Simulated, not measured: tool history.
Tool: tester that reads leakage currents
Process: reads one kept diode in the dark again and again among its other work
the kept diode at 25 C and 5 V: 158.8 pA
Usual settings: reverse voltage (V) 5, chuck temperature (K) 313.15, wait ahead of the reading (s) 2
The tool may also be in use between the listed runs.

| run | day | reverse voltage (V) | chuck temperature (K) | wait ahead of the reading (s) | current that the tester gives (pA) |
|---|---|---|---|---|---|
| 1 | 0 | 5 | 313.15 | 2 | 503.26 |
| 2 | 2.375 | 5 | 313.15 | 2 | 499.92 |
| 3 | 4.458 | 5 | 313.15 | 1.72 | 499.28 |
| 4 | 6.688 | 2.18 | 313.15 | 2 | 327.08 |
| 5 | 10.671 | 2.18 | 313.15 | 2 | 325.74 |
| 6 | 14.612 | 5 | 313.15 | 2 | 494.85 |
| 7 | 16.529 | 5 | 313.15 | 2 | 499.98 |
| 8 | 18.771 | 5 | 313.15 | 2 | 490.84 |
| 9 | 21.646 | 19.77 | 313.15 | 1.05 | 1003.23 |
| 10 | 24.6 | 19.77 | 313.15 | 1.05 | 995.02 |
|  | 24.871 | chuck's temperature calibrated |
| 11 | 26.779 | 2.27 | 313.15 | 1.24 | 318.64 |
| 12 | 30.621 | 1.74 | 307.15 | 4.42 | 176.85 |
| 13 | 34.358 | 2.8 | 296.15 | 0.32 | 97.02 |
| 14 | 38.329 | 1.1 | 313.15 | 0.33 | 219.38 |
| 15 | 41.142 | 5 | 294.15 | 2.51 | 110.95 |

5 ways to go on from here, each from the tool as it stands after run 15. What would each give?
| A | 44.75 | 5 | 303.15 | 2 | ? |
| B | 44.75 | 3.38 | 313.15 | 0.82 | ? |
| C | 44.75 | 1.84 | 316.15 | 4.69 | ? |
| D | 44.75 | 5 | 302.15 | 0.63 | ? |
| E | 44.75 | 1.61 | 304.15 | 0.59 | ? |

| run | current that the tester gives (pA) |
|---|---|
| A | 221.48 |
| B | 386.59 |
| C | 352.47 |
| D | 206.41 |
| E | 134.12 |
Without the tool's hidden state the same runs would have given:
| run | current that the tester gives (pA) |
|---|---|
| A | 237.71 |
| B | 423.57 |
| C | 388.22 |
| D | 220.83 |
| E | 146.87 |

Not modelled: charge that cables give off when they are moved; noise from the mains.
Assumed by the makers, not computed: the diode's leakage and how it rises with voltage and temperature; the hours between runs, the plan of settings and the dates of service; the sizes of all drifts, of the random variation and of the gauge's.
